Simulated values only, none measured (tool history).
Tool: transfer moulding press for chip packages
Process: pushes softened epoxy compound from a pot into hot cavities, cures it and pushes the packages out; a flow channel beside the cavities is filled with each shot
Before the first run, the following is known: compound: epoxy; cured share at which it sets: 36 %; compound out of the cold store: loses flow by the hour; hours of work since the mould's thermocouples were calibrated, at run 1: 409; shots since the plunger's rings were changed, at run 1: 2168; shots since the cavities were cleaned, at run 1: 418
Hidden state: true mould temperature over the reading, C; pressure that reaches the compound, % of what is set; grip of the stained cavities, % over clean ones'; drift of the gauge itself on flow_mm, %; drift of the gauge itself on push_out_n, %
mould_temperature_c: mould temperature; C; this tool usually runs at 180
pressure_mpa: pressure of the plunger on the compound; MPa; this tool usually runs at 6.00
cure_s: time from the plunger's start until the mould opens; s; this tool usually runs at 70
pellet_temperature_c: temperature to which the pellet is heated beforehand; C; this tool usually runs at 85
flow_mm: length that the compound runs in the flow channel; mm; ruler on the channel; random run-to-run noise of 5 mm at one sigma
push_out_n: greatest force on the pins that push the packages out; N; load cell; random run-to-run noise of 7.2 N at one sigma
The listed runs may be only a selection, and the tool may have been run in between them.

| run | day | mould_temperature_c | pressure_mpa | cure_s | pellet_temperature_c | hours of work since the mould's thermocouples were calibrated | shots since the plunger's rings were changed | shots since the cavities were cleaned | incoming compound's hours out of the cold store | flow_mm | push_out_n |
|---|---|---|---|---|---|---|---|---|---|---|---|
| 1 | 0.000 | 180 | 6.00 | 70 | 85 | 409 | 2168 | 418 | 19.0 | 488 | 540 |
|  | 0.496 | cavities cleaned with cleaning compound and waxed |
|  | 1.929 | cavities cleaned with cleaning compound and waxed |
| 2 | 2.267 | 180 | 6.00 | 70 | 85 | 448 | 3086 | 144 | 44.6 | 449 | 410 |
|  | 3.479 | cavities cleaned with cleaning compound and waxed |
|  | 4.950 | cavities cleaned with cleaning compound and waxed |
| 3 | 5.408 | 180 | 6.00 | 70 | 86 | 504 | 4381 | 196 | 37.5 | 442 | 419 |
|  | 5.733 | plunger's sealing rings changed |
|  | 6.712 | cavities cleaned with cleaning compound and waxed |
|  | 8.329 | cavities cleaned with cleaning compound and waxed |
| 4 | 8.800 | 180 | 6.00 | 70 | 86 | 563 | 1262 | 202 | 26.9 | 484 | 425 |
|  | 9.896 | cavities cleaned with cleaning compound and waxed |
| 5 | 10.433 | 180 | 6.88 | 70 | 85 | 592 | 1937 | 231 | 46.3 | 489 | 450 |
|  | 11.358 | cavities cleaned with cleaning compound and waxed |
| 6 | 12.071 | 180 | 6.88 | 70 | 85 | 621 | 2613 | 307 | 24.4 | 517 | 511 |
|  | 12.842 | cavities cleaned with cleaning compound and waxed |
|  | 14.446 | cavities cleaned with cleaning compound and waxed |
| 7 | 15.054 | 180 | 6.00 | 70 | 85 | 674 | 3838 | 260 | 47.0 | 438 | 459 |
|  | 16.129 | cavities cleaned with cleaning compound and waxed |
|  | 16.708 | plunger's sealing rings changed |
|  | 17.512 | mould's thermocouples calibrated |
|  | 17.800 | cavities cleaned with cleaning compound and waxed |
| 8 | 18.396 | 180 | 6.00 | 70 | 85 | 15 | 662 | 256 | 22.7 | 500 | 462 |
|  | 19.254 | cavities cleaned with cleaning compound and waxed |
|  | 20.696 | cavities cleaned with cleaning compound and waxed |
| 9 | 21.121 | 180 | 6.00 | 70 | 85 | 63 | 1777 | 182 | 34.6 | 474 | 420 |
|  | 22.154 | cavities cleaned with cleaning compound and waxed |
|  | 23.592 | cavities cleaned with cleaning compound and waxed |
| 10 | 23.912 | 180 | 6.00 | 70 | 85 | 113 | 2921 | 137 | 43.1 | 448 | 411 |
|  | 25.117 | cavities cleaned with cleaning compound and waxed |
|  | 26.754 | cavities cleaned with cleaning compound and waxed |
| 11 | 27.088 | 180 | 6.00 | 70 | 85 | 169 | 4230 | 143 | 37.3 | 450 | 406 |
|  | 27.679 | plunger's sealing rings changed |
|  | 28.288 | cavities cleaned with cleaning compound and waxed |
|  | 29.729 | cavities cleaned with cleaning compound and waxed |
| 12 | 30.450 | 180 | 6.00 | 70 | 78 | 227 | 1134 | 308 | 31.3 | 476 | 504 |
|  | 31.200 | cavities cleaned with cleaning compound and waxed |
|  | 32.704 | cavities cleaned with cleaning compound and waxed |
| 13 | 33.112 | 180 | 5.22 | 70 | 78 | 275 | 2224 | 175 | 38.0 | 428 | 417 |
|  | 34.142 | cavities cleaned with cleaning compound and waxed |
| 14 | 34.517 | 174 | 5.22 | 70 | 79 | 299 | 2800 | 161 | 25.7 | 458 | 681 |
|  | 35.754 | cavities cleaned with cleaning compound and waxed |
| 15 | 36.096 | 174 | 5.22 | 70 | 79 | 328 | 3451 | 147 | 15.3 | 465 | 674 |
|  | 37.292 | cavities cleaned with cleaning compound and waxed |
|  | 38.612 | plunger's sealing rings changed |
|  | 38.858 | cavities cleaned with cleaning compound and waxed |
| 16 | 39.108 | 174 | 6.20 | 70 | 80 | 379 | 185 | 108 | 14.5 | 535 | 684 |
|  | 40.346 | cavities cleaned with cleaning compound and waxed |
| 17 | 40.550 | 180 | 6.00 | 102 | 85 | 405 | 777 | 88 | 42.6 | 467 | 240 |
|  | 41.942 | cavities cleaned with cleaning compound and waxed |
| 18 | 42.533 | 179 | 5.34 | 70 | 85 | 440 | 1602 | 254 | 42.7 | 437 | 518 |
|  | 43.479 | cavities cleaned with cleaning compound and waxed |
|  | 44.962 | cavities cleaned with cleaning compound and waxed |
| 19 | 45.867 | 184 | 4.71 | 98 | 87 | 500 | 2979 | 389 | 23.6 | 420 | 308 |
|  | 46.500 | cavities cleaned with cleaning compound and waxed |
|  | 48.108 | cavities cleaned with cleaning compound and waxed |
| 20 | 48.596 | 184 | 4.71 | 98 | 87 | 548 | 4095 | 208 | 27.7 | 405 | 279 |
|  | 49.508 | plunger's sealing rings changed |
|  | 49.825 | cavities cleaned with cleaning compound and waxed |
|  | 51.262 | cavities cleaned with cleaning compound and waxed |
| 21 | 51.467 | 184 | 4.71 | 98 | 87 | 597 | 787 | 87 | 17.1 | 441 | 225 |
|  | 52.758 | cavities cleaned with cleaning compound and waxed |
| 22 | 53.304 | 187 | 7.30 | 98 | 76 | 630 | 1548 | 234 | 10.1 | 551 | 267 |
|  | 54.271 | cavities cleaned with cleaning compound and waxed |
| 23 | 54.867 | 187 | 7.30 | 98 | 76 | 658 | 2193 | 256 | 24.4 | 526 | 283 |
|  | 55.696 | cavities cleaned with cleaning compound and waxed |
|  | 57.283 | cavities cleaned with cleaning compound and waxed |
|  | 58.012 | mould's thermocouples calibrated |
| 24 | 58.012 | 187 | 7.30 | 98 | 81 | 0 | 3454 | 277 | 26.4 | 499 | 278 |

3 options for the next run, each taken on its own from the tool as it stands now. Forecast them:
|  | 58.804 | cavities cleaned with cleaning compound and waxed |
|  | 60.467 | plunger's sealing rings changed |
|  | 60.529 | cavities cleaned with cleaning compound and waxed |
| A | 60.533 | 180 | 4.90 | 63 | 85 | 42 | 2 | 2 | 10.2 | ? | ? |
|  | 58.804 | cavities cleaned with cleaning compound and waxed |
|  | 60.467 | plunger's sealing rings changed |
|  | 60.529 | cavities cleaned with cleaning compound and waxed |
| B | 60.533 | 175 | 7.30 | 55 | 81 | 42 | 2 | 2 | 25.5 | ? | ? |
|  | 58.804 | cavities cleaned with cleaning compound and waxed |
|  | 60.467 | plunger's sealing rings changed |
|  | 60.529 | cavities cleaned with cleaning compound and waxed |
| C | 60.533 | 187 | 5.98 | 98 | 81 | 42 | 2 | 2 | 18.3 | ? | ? |

| run | flow_mm | push_out_n |
|---|---|---|
| A | 472 | 434 |
| B | 570 | 758 |
| C | 495 | 180 |
Stripped of hidden state, with their random variation kept, the same runs would have yielded:
| run | flow_mm | push_out_n |
|---|---|---|
| A | 474 | 419 |
| B | 572 | 739 |
| C | 497 | 177 |

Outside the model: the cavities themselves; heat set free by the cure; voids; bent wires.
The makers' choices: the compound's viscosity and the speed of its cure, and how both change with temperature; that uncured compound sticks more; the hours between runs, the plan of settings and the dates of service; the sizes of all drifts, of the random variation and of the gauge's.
